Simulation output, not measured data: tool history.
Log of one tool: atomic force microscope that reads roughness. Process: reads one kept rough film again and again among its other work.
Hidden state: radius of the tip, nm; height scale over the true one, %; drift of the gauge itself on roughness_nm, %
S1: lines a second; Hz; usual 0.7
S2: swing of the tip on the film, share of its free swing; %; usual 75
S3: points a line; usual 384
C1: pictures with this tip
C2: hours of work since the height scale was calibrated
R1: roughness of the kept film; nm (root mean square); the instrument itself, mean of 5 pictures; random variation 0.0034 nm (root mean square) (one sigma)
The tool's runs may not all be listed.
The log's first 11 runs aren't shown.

{"run": 12, "day": 14.471, "S1": 0.7, "S2": 75, "S3": 394, "C1": 113, "C2": 356, "R1": 0.978}
{"run": 13, "day": 15.571, "S1": 0.7, "S2": 75, "S3": 394, "C1": 150, "C2": 372, "R1": 0.979}
{"run": 14, "day": 16.438, "S1": 0.7, "S2": 75, "S3": 394, "C1": 179, "C2": 385, "R1": 0.971}
{"day": 16.667, "done": "new tip fitted"}
{"run": 15, "day": 17.5, "S1": 1.405, "S2": 75, "S3": 394, "C1": 28, "C2": 401, "R1": 0.946}
{"run": 16, "day": 19.375, "S1": 1.405, "S2": 82, "S3": 394, "C1": 91, "C2": 429, "R1": 0.909}
{"run": 17, "day": 20.738, "S1": 2.913, "S2": 89, "S3": 903, "C1": 137, "C2": 449, "R1": 0.746}
{"day": 22.162, "done": "new tip fitted"}
{"run": 18, "day": 22.55, "S1": 0.863, "S2": 89, "S3": 903, "C1": 13, "C2": 476, "R1": 0.932}
{"run": 19, "day": 24.208, "S1": 0.7, "S2": 72, "S3": 384, "C1": 68, "C2": 501, "R1": 0.986}
{"run": 20, "day": 26.154, "S1": 0.534, "S2": 65, "S3": 269, "C1": 133, "C2": 530, "R1": 1.001}
{"run": 21, "day": 27.15, "S1": 0.889, "S2": 84, "S3": 655, "C1": 167, "C2": 545, "R1": 0.94}
{"day": 27.688, "done": "new tip fitted"}
{"run": 22, "day": 28.267, "S1": 0.707, "S2": 78, "S3": 840, "C1": 19, "C2": 562, "R1": 0.975}
{"run": 23, "day": 29.329, "S1": 0.707, "S2": 87, "S3": 840, "C1": 55, "C2": 578, "R1": 0.958}
{"run": 24, "day": 30.929, "S1": 0.578, "S2": 75, "S3": 718, "C1": 109, "C2": 602, "R1": 0.992}
{"run": 25, "day": 32.779, "S1": 1.316, "S2": 72, "S3": 718, "C1": 171, "C2": 629, "R1": 0.954}
{"day": 33.242, "done": "new tip fitted"}
{"run": 26, "day": 33.592, "S1": 0.7, "S2": 75, "S3": 462, "C1": 11, "C2": 641, "R1": 0.99}
{"run": 27, "day": 34.421, "S1": 1.215, "S2": 78, "S3": 379, "C1": 39, "C2": 654, "R1": 0.942}
{"run": 28, "day": 35.5, "S1": 1.215, "S2": 78, "S3": 379, "C1": 75, "C2": 670, "R1": 0.944}

Forecast run 29:
{"run": 29, "day": 37.204, "S1": 1.215, "S2": 78, "S3": 379, "C1": 132, "C2": 695, "R1": "?"}

R1: 0.934 nm (root mean square)
Without the tool's hidden state the same run would have given R1 0.941 nm (root mean square).

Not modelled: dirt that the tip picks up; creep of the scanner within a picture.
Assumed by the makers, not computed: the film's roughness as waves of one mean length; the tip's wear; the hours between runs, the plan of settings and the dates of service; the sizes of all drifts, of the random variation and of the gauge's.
